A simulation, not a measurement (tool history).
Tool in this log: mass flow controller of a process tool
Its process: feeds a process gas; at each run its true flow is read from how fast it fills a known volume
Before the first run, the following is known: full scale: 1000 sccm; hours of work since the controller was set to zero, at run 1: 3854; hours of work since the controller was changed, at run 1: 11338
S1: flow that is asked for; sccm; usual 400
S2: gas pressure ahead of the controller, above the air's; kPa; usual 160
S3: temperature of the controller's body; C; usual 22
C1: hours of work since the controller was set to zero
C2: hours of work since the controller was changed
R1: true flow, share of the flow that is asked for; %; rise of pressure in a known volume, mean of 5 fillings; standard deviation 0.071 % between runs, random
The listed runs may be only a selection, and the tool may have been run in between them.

run 1 hour=0.0 | S1=400 S2=160 S3=22 | C1=3854 C2=11338 | R1=95.61
run 2 hour=434.2 | S1=400 S2=160 S3=22 | C1=4127 C2=11611 | R1=95.55
run 3 hour=900.2 | S1=400 S2=160 S3=22 | C1=4420 C2=11904 | R1=95.41
run 4 hour=1213.2 | S1=244 S2=160 S3=22 | C1=4617 C2=12100 | R1=94.09
run 5 hour=1674.0 | S1=400 S2=160 S3=39 | C1=4906 C2=12390 | R1=94.22
run 6 hour=1957.3 | S1=400 S2=160 S3=39 | C1=5084 C2=12568 | R1=94.14
run 7 hour=2445.6 | S1=400 S2=160 S3=39 | C1=5391 C2=12875 | R1=94.09
run 8 hour=2665.7 | S1=400 S2=145 S3=39 | C1=5530 C2=13013 | R1=94.05
run 9 hour=3052.2 | S1=400 S2=145 S3=23 | C1=5773 C2=13256 | R1=94.64
run 10 hour=3346.6 | S1=400 S2=145 S3=23 | C1=5958 C2=13441 | R1=94.49
run 11 hour=3616.1 | S1=400 S2=145 S3=23 | C1=6127 C2=13610 | R1=94.49
run 12 hour=3933.0 | S1=269 S2=145 S3=23 | C1=6326 C2=13810 | R1=93.11
run 13 hour=4252.3 | S1=269 S2=145 S3=23 | C1=6527 C2=14010 | R1=93.02
run 14 hour=4717.5 | S1=222 S2=160 S3=22 | C1=6819 C2=14303 | R1=92.02
run 15 hour=5018.6 | S1=222 S2=160 S3=22 | C1=7008 C2=14492 | R1=91.90
-- hour=5441.8 controller's zero set anew
run 16 hour=5488.2 | S1=222 S2=160 S3=22 | C1=29 C2=14787 | R1=95.88
run 17 hour=5817.5 | S1=400 S2=160 S3=22 | C1=236 C2=14994 | R1=96.07
-- hour=6207.1 controller exchanged for a calibrated one
run 18 hour=6274.2 | S1=400 S2=160 S3=22 | C1=42 C2=42 | R1=99.33
run 19 hour=6638.9 | S1=400 S2=160 S3=22 | C1=271 C2=271 | R1=99.13
run 20 hour=6839.2 | S1=291 S2=160 S3=22 | C1=397 C2=397 | R1=99.03
run 21 hour=7235.7 | S1=400 S2=160 S3=22 | C1=646 C2=646 | R1=99.08
run 22 hour=7518.1 | S1=400 S2=160 S3=22 | C1=824 C2=824 | R1=98.92
run 23 hour=7995.2 | S1=400 S2=160 S3=22 | C1=1124 C2=1124 | R1=98.75
run 24 hour=8270.5 | S1=400 S2=160 S3=28 | C1=1297 C2=1297 | R1=98.53
run 25 hour=8518.1 | S1=400 S2=259 S3=28 | C1=1452 C2=1452 | R1=98.16
run 26 hour=8745.3 | S1=400 S2=259 S3=28 | C1=1595 C2=1595 | R1=97.97
run 27 hour=8981.4 | S1=873 S2=169 S3=39 | C1=1744 C2=1744 | R1=98.47
run 28 hour=9288.2 | S1=878 S2=247 S3=31 | C1=1936 C2=1936 | R1=98.57
run 29 hour=9626.3 | S1=261 S2=219 S3=38 | C1=2149 C2=2149 | R1=96.77
run 30 hour=10009.6 | S1=261 S2=219 S3=38 | C1=2390 C2=2390 | R1=96.58
run 31 hour=10335.3 | S1=261 S2=219 S3=38 | C1=2594 C2=2594 | R1=96.55
run 32 hour=10796.8 | S1=205 S2=160 S3=25 | C1=2884 C2=2884 | R1=96.56
run 33 hour=11246.0 | S1=365 S2=151 S3=22 | C1=3167 C2=3167 | R1=97.61
run 34 hour=11573.1 | S1=400 S2=217 S3=26 | C1=3372 C2=3372 | R1=97.35
run 35 hour=12058.9 | S1=400 S2=217 S3=26 | C1=3678 C2=3678 | R1=97.10
run 36 hour=12441.0 | S1=390 S2=205 S3=21 | C1=3918 C2=3918 | R1=97.23
run 37 hour=12880.8 | S1=977 S2=175 S3=22 | C1=4194 C2=4194 | R1=98.73
run 38 hour=13296.0 | S1=977 S2=175 S3=22 | C1=4455 C2=4455 | R1=98.56
run 39 hour=13622.4 | S1=426 S2=160 S3=22 | C1=4660 C2=4660 | R1=97.13
run 40 hour=13886.3 | S1=271 S2=272 S3=22 | C1=4826 C2=4826 | R1=95.68
run 41 hour=14102.2 | S1=271 S2=272 S3=22 | C1=4962 C2=4962 | R1=95.63
run 42 hour=14519.1 | S1=271 S2=215 S3=23 | C1=5224 C2=5224 | R1=95.50
run 43 hour=15014.3 | S1=271 S2=215 S3=23 | C1=5535 C2=5535 | R1=95.32
run 44 hour=15428.2 | S1=271 S2=215 S3=23 | C1=5795 C2=5795 | R1=95.13
run 45 hour=15917.3 | S1=271 S2=232 S3=23 | C1=6102 C2=6102 | R1=94.68
run 46 hour=16293.2 | S1=271 S2=232 S3=23 | C1=6339 C2=6339 | R1=94.64
run 47 hour=16534.6 | S1=271 S2=181 S3=23 | C1=6490 C2=6490 | R1=94.79

For each entry between runs, how does the tool's hidden state at the last listed run before it compare with that at the first listed run after it?
Runs 15 to 16: controller's zero set anew (hour 5441.8)
  flow at rest that the sensor doesn't see, % of full scale: -0.917 -> -0.005; true flow over the shown one, %: -3.17 -> -3.23
  measured value less the no-hidden-state value, R1: -7.30 -> -3.25 %
Runs 17 to 18: controller exchanged for a calibrated one (hour 6207.1)
  flow at rest that the sensor doesn't see, % of full scale: -0.03 -> -0.015; true flow over the shown one, %: -3.27 -> -0.05
  measured value less the no-hidden-state value, R1: -3.35 -> -0.10 %
